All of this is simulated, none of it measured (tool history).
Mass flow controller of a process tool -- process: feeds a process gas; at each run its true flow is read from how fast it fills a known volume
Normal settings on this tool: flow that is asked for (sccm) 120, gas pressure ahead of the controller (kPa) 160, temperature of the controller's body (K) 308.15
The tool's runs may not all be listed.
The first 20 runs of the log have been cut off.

run	hour	flow that is asked for (sccm)	gas pressure ahead of the controller (kPa)	temperature of the controller's body (K)	hours of work since the controller was set to zero	hours of work since the controller was changed	true flow (%)
21	1216.9	120	160	297.15	128	3554	97.92
# hour 1243.5: controller's zero set anew, once more
22	1299.6	120	160	297.15	36	3607	97.26
23	1372	120	160	297.15	83	3654	97.28
24	1460.6	67	210	302.15	140	3711	97.38
25	1531.2	120	152	297.15	186	3757	97.11
26	1605.9	64	240	301.15	234	3805	97.46
27	1649.3	64	240	301.15	262	3833	97.46
28	1700.2	127	160	301.15	295	3866	97.56
29	1745.9	127	160	301.15	325	3896	97.58
30	1805.9	21	160	300.15	363	3935	96.7
31	1873.8	21	146	304.15	407	3979	96.81
32	1924.5	183	242	304.15	440	4011	98.87
33	1972.9	183	242	304.15	471	4043	98.93
34	2032	120	152	308.15	510	4081	97.81
35	2121.6	70	156	295.15	568	4139	96.36
36	2203.3	195	246	300.15	620	4192	98.75
37	2264.6	195	246	300.15	660	4231	98.74
38	2341.2	195	246	300.15	710	4281	98.77
39	2383.6	165	160	308.15	737	4308	98.35
40	2433.4	185	160	298.15	769	4340	97.87
41	2489.2	120	160	299.15	805	4376	97.24
42	2540.6	138	166	310.15	838	4410	98.18

Alternative continuations, all from the tool just after run 42; predict every row:
A	2599.4	138	175	306.15	876	4448	?
B	2599.4	35	155	295.15	876	4448	?
C	2599.4	120	171	308.15	876	4448	?

run	true flow (%)
A	97.97
B	96.2
C	97.91
What these runs would have given with no unlogged condition in the tool:
run	true flow (%)
A	99.67
B	97.48
C	99.59
